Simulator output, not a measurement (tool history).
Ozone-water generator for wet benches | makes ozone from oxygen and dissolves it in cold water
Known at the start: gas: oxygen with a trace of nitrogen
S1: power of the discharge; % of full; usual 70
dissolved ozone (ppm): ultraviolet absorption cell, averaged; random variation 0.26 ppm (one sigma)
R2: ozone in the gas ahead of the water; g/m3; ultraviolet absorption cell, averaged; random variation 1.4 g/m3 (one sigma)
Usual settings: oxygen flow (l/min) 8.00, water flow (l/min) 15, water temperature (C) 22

{"run": 1, "day": 0.0, "S1": 70, "oxygen flow (l/min)": 8.0, "water flow (l/min)": 15, "water temperature (C)": 22, "dissolved ozone (ppm)": 40.9, "R2": 259.5}
{"run": 2, "day": 2.588, "S1": 70, "oxygen flow (l/min)": 8.0, "water flow (l/min)": 15, "water temperature (C)": 22, "dissolved ozone (ppm)": 40.9, "R2": 261.8}
{"run": 3, "day": 7.942, "S1": 70, "oxygen flow (l/min)": 8.0, "water flow (l/min)": 15, "water temperature (C)": 22, "dissolved ozone (ppm)": 40.8, "R2": 264.0}
{"run": 4, "day": 12.258, "S1": 60, "oxygen flow (l/min)": 8.0, "water flow (l/min)": 15, "water temperature (C)": 22, "dissolved ozone (ppm)": 37.1, "R2": 236.4}
{"run": 5, "day": 15.075, "S1": 60, "oxygen flow (l/min)": 8.0, "water flow (l/min)": 15, "water temperature (C)": 22, "dissolved ozone (ppm)": 36.7, "R2": 237.0}
{"run": 6, "day": 20.125, "S1": 44, "oxygen flow (l/min)": 8.0, "water flow (l/min)": 15, "water temperature (C)": 22, "dissolved ozone (ppm)": 30.0, "R2": 192.7}
{"run": 7, "day": 23.95, "S1": 44, "oxygen flow (l/min)": 14.38, "water flow (l/min)": 19, "water temperature (C)": 14, "dissolved ozone (ppm)": 31.4, "R2": 162.2}
{"run": 8, "day": 28.375, "S1": 44, "oxygen flow (l/min)": 13.25, "water flow (l/min)": 12, "water temperature (C)": 26, "dissolved ozone (ppm)": 29.6, "R2": 166.1}
{"run": 9, "day": 33.779, "S1": 44, "oxygen flow (l/min)": 13.25, "water flow (l/min)": 12, "water temperature (C)": 26, "dissolved ozone (ppm)": 30.1, "R2": 166.9}
{"run": 10, "day": 36.425, "S1": 59, "oxygen flow (l/min)": 8.0, "water flow (l/min)": 15, "water temperature (C)": 14, "dissolved ozone (ppm)": 42.9, "R2": 236.4}
{"run": 11, "day": 41.308, "S1": 92, "oxygen flow (l/min)": 6.59, "water flow (l/min)": 15, "water temperature (C)": 14, "dissolved ozone (ppm)": 56.1, "R2": 336.1}

5 ways to go on from here, each from the tool as it stands after run 11. What would each give?
{"run": "A", "day": 45.225, "S1": 51, "oxygen flow (l/min)": 9.66, "water flow (l/min)": 15, "water temperature (C)": 21, "dissolved ozone (ppm)": "?", "R2": "?"}
{"run": "B", "day": 45.225, "S1": 95, "oxygen flow (l/min)": 6.59, "water flow (l/min)": 15, "water temperature (C)": 19, "dissolved ozone (ppm)": "?", "R2": "?"}
{"run": "C", "day": 45.225, "S1": 70, "oxygen flow (l/min)": 8.95, "water flow (l/min)": 18, "water temperature (C)": 22, "dissolved ozone (ppm)": "?", "R2": "?"}
{"run": "D", "day": 45.225, "S1": 77, "oxygen flow (l/min)": 6.59, "water flow (l/min)": 9, "water temperature (C)": 26, "dissolved ozone (ppm)": "?", "R2": "?"}
{"run": "E", "day": 45.225, "S1": 70, "oxygen flow (l/min)": 7.51, "water flow (l/min)": 15, "water temperature (C)": 22, "dissolved ozone (ppm)": "?", "R2": "?"}

run=A dissolved_ozone_(ppm)=33.9 R2=204.3
run=B dissolved_ozone_(ppm)=52.3 R2=343.3
run=C dissolved_ozone_(ppm)=36.4 R2=257.1
run=D dissolved_ozone_(ppm)=51.1 R2=298.7
run=E dissolved_ozone_(ppm)=40.7 R2=270.7
Without the tool's hidden state the same runs would have given:
run=A dissolved_ozone_(ppm)=33.9 R2=201.3
run=B dissolved_ozone_(ppm)=52.3 R2=338.2
run=C dissolved_ozone_(ppm)=36.4 R2=253.3
run=D dissolved_ozone_(ppm)=51.1 R2=294.3
run=E dissolved_ozone_(ppm)=40.8 R2=266.7
